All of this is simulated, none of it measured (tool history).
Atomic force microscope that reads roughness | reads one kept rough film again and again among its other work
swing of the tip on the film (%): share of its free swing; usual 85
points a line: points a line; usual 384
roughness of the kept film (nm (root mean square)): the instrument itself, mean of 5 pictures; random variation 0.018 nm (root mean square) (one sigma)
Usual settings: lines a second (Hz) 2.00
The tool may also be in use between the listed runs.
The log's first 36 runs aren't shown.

run	hour	lines a second (Hz)	swing of the tip on the film (%)	points a line	pictures with this tip	hours of work since the height scale was calibrated	roughness of the kept film (nm (root mean square))
37	1970.1	1.09	75	340	115	488	4.624
# hour 1995.3: new tip fitted
38	2023.7	1.46	61	944	34	530	4.672
39	2062.7	1.31	56	467	81	561	4.707
# hour 2115.2: new tip fitted
40	2120.8	1.55	56	434	7	607	4.719
41	2186.5	2.00	59	384	86	660	4.651
42	2228.6	2.00	79	344	137	694	4.434
# hour 2233.2: new tip fitted
43	2293.2	0.73	87	389	72	745	4.561
# hour 2350.8: new tip fitted
44	2370.2	2.44	90	330	23	806	4.202
45	2436.2	2.00	87	282	102	859	4.298
# hour 2469.3: new tip fitted
46	2474.8	2.00	59	517	6	889	4.649
47	2523.4	1.50	61	601	65	928	4.693
48	2574.4	0.78	82	384	126	969	4.569
# hour 2587.6: new tip fitted
49	2614.6	2.00	65	384	33	1001	4.562
50	2681.5	2.00	65	384	114	1054	4.610
# hour 2708.1: new tip fitted
51	2757.4	1.71	86	284	59	1115	4.396

Forecast each of these 3 alternatives for the next run:
A	2801.5	3.88	78	323	112	1150	?
B	2801.5	2.85	86	284	112	1150	?
C	2801.5	0.58	86	699	112	1150	?

run	roughness of the kept film (nm (root mean square))
A	4.229
B	4.186
C	4.630
Without the tool's hidden state the same runs would have given:
run	roughness of the kept film (nm (root mean square))
A	4.237
B	4.194
C	4.638
